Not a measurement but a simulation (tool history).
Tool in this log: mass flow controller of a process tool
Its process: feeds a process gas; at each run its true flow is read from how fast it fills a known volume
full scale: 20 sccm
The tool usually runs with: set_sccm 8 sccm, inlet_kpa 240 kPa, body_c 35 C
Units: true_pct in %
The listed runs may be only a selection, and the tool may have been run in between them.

{"run": 1, "hour": 0.0, "set_sccm": 8, "inlet_kpa": 240, "body_c": 35, "true_pct": 100.89}
{"run": 2, "hour": 44.1, "set_sccm": 8, "inlet_kpa": 186, "body_c": 35, "true_pct": 100.4}
{"run": 3, "hour": 127.2, "set_sccm": 8, "inlet_kpa": 240, "body_c": 32, "true_pct": 100.72}
{"run": 4, "hour": 193.8, "set_sccm": 8, "inlet_kpa": 240, "body_c": 32, "true_pct": 100.75}
{"run": 5, "hour": 250.7, "set_sccm": 8, "inlet_kpa": 261, "body_c": 32, "true_pct": 100.97}
{"run": 6, "hour": 311.4, "set_sccm": 8, "inlet_kpa": 240, "body_c": 35, "true_pct": 100.9}
{"run": 7, "hour": 378.6, "set_sccm": 8, "inlet_kpa": 240, "body_c": 35, "true_pct": 100.85}
{"run": 8, "hour": 438.4, "set_sccm": 8, "inlet_kpa": 240, "body_c": 35, "true_pct": 100.98}
{"run": 9, "hour": 481.6, "set_sccm": 8, "inlet_kpa": 240, "body_c": 35, "true_pct": 100.99}
{"run": 10, "hour": 559.6, "set_sccm": 8, "inlet_kpa": 240, "body_c": 35, "true_pct": 101}
{"run": 11, "hour": 629.0, "set_sccm": 8, "inlet_kpa": 240, "body_c": 35, "true_pct": 100.96}
{"run": 12, "hour": 709.6, "set_sccm": 8, "inlet_kpa": 164, "body_c": 35, "true_pct": 100.62}
{"run": 13, "hour": 769.2, "set_sccm": 8, "inlet_kpa": 240, "body_c": 34, "true_pct": 100.96}
{"run": 14, "hour": 823.0, "set_sccm": 8, "inlet_kpa": 240, "body_c": 35, "true_pct": 101.19}
{"run": 15, "hour": 903.7, "set_sccm": 8, "inlet_kpa": 240, "body_c": 35, "true_pct": 101.17}
{"run": 16, "hour": 976.3, "set_sccm": 8, "inlet_kpa": 240, "body_c": 35, "true_pct": 101.05}
{"run": 17, "hour": 1058.5, "set_sccm": 8, "inlet_kpa": 240, "body_c": 35, "true_pct": 101.02}
{"run": 18, "hour": 1117.7, "set_sccm": 8, "inlet_kpa": 240, "body_c": 35, "true_pct": 101.14}
{"run": 19, "hour": 1172.8, "set_sccm": 8, "inlet_kpa": 240, "body_c": 39, "true_pct": 101.21}
{"run": 20, "hour": 1237.8, "set_sccm": 8, "inlet_kpa": 240, "body_c": 39, "true_pct": 101.38}
{"run": 21, "hour": 1282.4, "set_sccm": 8, "inlet_kpa": 240, "body_c": 39, "true_pct": 101.23}
{"run": 22, "hour": 1357.9, "set_sccm": 10, "inlet_kpa": 165, "body_c": 32, "true_pct": 100.49}
{"run": 23, "hour": 1439.4, "set_sccm": 3, "inlet_kpa": 250, "body_c": 32, "true_pct": 101.6}
{"run": 24, "hour": 1496.7, "set_sccm": 4, "inlet_kpa": 240, "body_c": 22, "true_pct": 100.81}
{"run": 25, "hour": 1554.2, "set_sccm": 9, "inlet_kpa": 164, "body_c": 21, "true_pct": 100.12}
{"run": 26, "hour": 1621.7, "set_sccm": 9, "inlet_kpa": 164, "body_c": 21, "true_pct": 100.18}
{"run": 27, "hour": 1673.2, "set_sccm": 6, "inlet_kpa": 146, "body_c": 28, "true_pct": 100.37}
{"run": 28, "hour": 1715.1, "set_sccm": 6, "inlet_kpa": 146, "body_c": 28, "true_pct": 100.43}
{"run": 29, "hour": 1765.2, "set_sccm": 8, "inlet_kpa": 164, "body_c": 40, "true_pct": 101.02}
{"run": 30, "hour": 1845.7, "set_sccm": 18, "inlet_kpa": 240, "body_c": 35, "true_pct": 101.6}
{"run": 31, "hour": 1885.0, "set_sccm": 5, "inlet_kpa": 230, "body_c": 24, "true_pct": 101}
{"run": 32, "hour": 1948.9, "set_sccm": 5, "inlet_kpa": 240, "body_c": 36, "true_pct": 101.51}
{"run": 33, "hour": 2003.1, "set_sccm": 3, "inlet_kpa": 176, "body_c": 35, "true_pct": 101.35}
{"run": 34, "hour": 2072.8, "set_sccm": 3, "inlet_kpa": 176, "body_c": 35, "true_pct": 101.27}
{"run": 35, "hour": 2121.6, "set_sccm": 3, "inlet_kpa": 176, "body_c": 23, "true_pct": 101}
{"run": 36, "hour": 2168.2, "set_sccm": 5, "inlet_kpa": 251, "body_c": 34, "true_pct": 101.52}
{"run": 37, "hour": 2237.5, "set_sccm": 5, "inlet_kpa": 251, "body_c": 34, "true_pct": 101.66}
{"run": 38, "hour": 2272.0, "set_sccm": 8, "inlet_kpa": 240, "body_c": 25, "true_pct": 100.89}
{"run": 39, "hour": 2307.4, "set_sccm": 9, "inlet_kpa": 203, "body_c": 35, "true_pct": 101.28}
{"run": 40, "hour": 2341.7, "set_sccm": 8, "inlet_kpa": 166, "body_c": 22, "true_pct": 100.28}
{"run": 41, "hour": 2421.0, "set_sccm": 5, "inlet_kpa": 177, "body_c": 32, "true_pct": 100.99}

Per-run results on a tool with no hidden state, each run keeping its own random variation:
The hidden state here: flow at rest that the sensor doesn't see, % of full scale; true flow over the shown one, %; drift of the gauge itself on true_pct, %.
run=1 true_pct=100.16
run=2 true_pct=99.66
run=3 true_pct=99.96
run=4 true_pct=99.97
run=5 true_pct=100.18
run=6 true_pct=100.09
run=7 true_pct=100.03
run=8 true_pct=100.14
run=9 true_pct=100.14
run=10 true_pct=100.13
run=11 true_pct=100.07
run=12 true_pct=99.71
run=13 true_pct=100.04
run=14 true_pct=100.26
run=15 true_pct=100.22
run=16 true_pct=100.08
run=17 true_pct=100.04
run=18 true_pct=100.14
run=19 true_pct=100.19
run=20 true_pct=100.35
run=21 true_pct=100.19
run=22 true_pct=99.51
run=23 true_pct=99.9
run=24 true_pct=99.34
run=25 true_pct=99.06
run=26 true_pct=99.1
run=27 true_pct=99.11
run=28 true_pct=99.15
run=29 true_pct=99.86
run=30 true_pct=100.65
run=31 true_pct=99.57
run=32 true_pct=100.06
run=33 true_pct=99.44
run=34 true_pct=99.34
run=35 true_pct=99.04
run=36 true_pct=100
run=37 true_pct=100.12
run=38 true_pct=99.61
run=39 true_pct=100.03
run=40 true_pct=98.99
run=41 true_pct=99.4

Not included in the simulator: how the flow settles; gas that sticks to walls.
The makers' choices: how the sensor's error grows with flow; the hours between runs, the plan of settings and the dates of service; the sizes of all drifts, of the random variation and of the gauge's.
